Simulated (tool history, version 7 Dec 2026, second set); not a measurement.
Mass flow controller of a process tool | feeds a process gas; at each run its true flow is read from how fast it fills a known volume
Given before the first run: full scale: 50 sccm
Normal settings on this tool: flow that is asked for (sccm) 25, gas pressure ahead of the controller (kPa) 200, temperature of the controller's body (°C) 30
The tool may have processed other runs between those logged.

run	hour	flow that is asked for (sccm)	gas pressure ahead of the controller (kPa)	temperature of the controller's body (°C)	true flow (%)
1	0	25	200	30	96.64
2	188.1	24	200	30	96.47
3	276.6	15	200	30	95.66
4	394.1	15	200	30	95.71
5	478.9	25	200	30	96.5
6	565	25	186	30	96.41
7	749.3	25	186	30	96.43
8	830.9	25	186	29	96.31
9	933	25	200	30	96.22
10	1056	12	200	30	94.97
11	1224.3	34	200	30	96.77
12	1405.2	34	200	30	96.7
13	1500.4	34	200	30	96.6
14	1671.9	15	200	26	95.08
15	1813.5	15	200	26	95.08
16	1895.1	38	264	30	97.26
17	1988.3	8	200	33	93.31
18	2129.3	8	263	20	93.89
19	2208.3	12	275	22	94.97
20	2284.1	25	275	22	96.22
21	2421.7	25	275	22	96.17
22	2591.8	25	275	22	96.12
23	2734.3	14	248	30	94.52
24	2886.8	14	248	30	94.44
25	2965.7	25	200	28	95.54
26	3146.4	25	200	28	95.32

4 ways to go on from here, each from the tool as it stands after run 26. What would each give?
A	3255	22	219	28	?
B	3255	37	273	33	?
C	3255	25	200	27	?
D	3255	6	189	30	?

run	true flow (%)
A	95.15
B	96.5
C	95.29
D	91.31
Stripped of hidden state, with their random variation kept, the same runs would have yielded:
run	true flow (%)
A	98.71
B	99.63
C	98.72
D	97.66
